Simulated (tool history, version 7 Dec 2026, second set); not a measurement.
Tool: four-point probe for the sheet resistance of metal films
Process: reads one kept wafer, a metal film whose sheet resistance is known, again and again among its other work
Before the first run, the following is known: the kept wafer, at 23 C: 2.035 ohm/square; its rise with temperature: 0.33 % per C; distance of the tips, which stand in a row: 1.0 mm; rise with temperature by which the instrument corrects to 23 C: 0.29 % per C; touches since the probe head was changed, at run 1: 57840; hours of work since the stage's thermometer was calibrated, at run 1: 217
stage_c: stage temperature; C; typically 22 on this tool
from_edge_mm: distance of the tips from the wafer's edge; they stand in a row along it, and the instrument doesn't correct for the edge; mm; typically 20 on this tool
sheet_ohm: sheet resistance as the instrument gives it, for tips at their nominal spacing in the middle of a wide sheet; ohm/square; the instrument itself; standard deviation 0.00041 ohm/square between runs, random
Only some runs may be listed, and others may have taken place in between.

run,hour,stage_c,from_edge_mm,touches since the probe head was changed,hours of work since the stage's thermometer was calibrated,sheet_ohm
1,0.0,22,20,57840,217,2.022567
2,42.4,22,20,60157,244,2.021537
3,93.6,22,20,62952,277,2.022027
4,171.2,19,20,67193,326,2.018576
5,256.7,19,20,71859,380,2.017725
6,320.9,32,20,75365,421,2.028361
7,379.5,22,20,78570,459,2.018635
8,458.2,22,20,82868,509,2.018625
9,534.3,18,20,87022,557,2.014984
10,604.0,18,20,90829,601,2.014031
11,684.3,18,20,95213,652,2.013027
12,759.1,22,20,99301,700,2.016735
# hour 810.6: new probe head fitted
13,810.6,22,20,0,732,2.031040
14,868.5,22,20,3160,769,2.030538
15,919.8,22,20,5963,801,2.030474
16,965.4,22,20,8456,830,2.029759
17,1022.4,22,20,11568,867,2.029869
18,1101.8,22,20,15907,917,2.029600
19,1184.0,22,20,20397,969,2.028343
20,1262.8,22,20,24699,1019,2.028069
21,1336.9,22,20,28743,1067,2.027618
22,1421.6,22,20,33372,1120,2.027005
23,1500.7,22,5,37690,1171,2.065520
24,1544.0,22,5,40058,1198,2.065893
25,1622.9,26,19,44367,1248,2.029497
26,1667.0,33,6,46777,1276,2.061045
27,1703.5,33,6,48771,1300,2.060956
28,1764.4,33,67,52095,1338,2.030975
29,1820.5,22,4,55159,1374,2.086238
30,1858.0,21,70,57208,1398,2.020081
31,1922.6,30,15,60737,1439,2.031744
32,2007.3,30,15,65362,1493,2.031672
33,2055.0,20,20,67965,1523,2.019419
34,2131.7,24,20,72156,1572,2.022491
35,2203.2,24,58,76062,1617,2.020247
36,2277.6,24,58,80123,1665,2.019669
37,2333.2,31,20,83164,1700,2.027035
38,2389.3,31,20,86229,1736,2.026437
39,2469.4,31,20,90600,1787,2.026150
40,2554.7,31,20,95258,1841,2.025953
41,2622.4,32,35,98956,1884,2.024135
42,2670.6,32,9,101589,1914,2.036206

Predict each of these 4 candidate next runs independently; none follows another, all start after run 42:
# hour 2682.4: new probe head fitted
A,2743.5,19,47,3339,1960,?
# hour 2682.4: new probe head fitted
B,2743.5,28,9,3339,1960,?
# hour 2682.4: new probe head fitted
C,2743.5,19,4,3339,1960,?
# hour 2682.4: new probe head fitted
D,2743.5,26,5,3339,1960,?

run,sheet_ohm
A,2.014777
B,2.035607
C,2.080926
D,2.063953
Take away the tool's hidden state, keep each run's random variation, and the runs would have read:
run,sheet_ohm
A,2.031562
B,2.052488
C,2.098223
D,2.081067
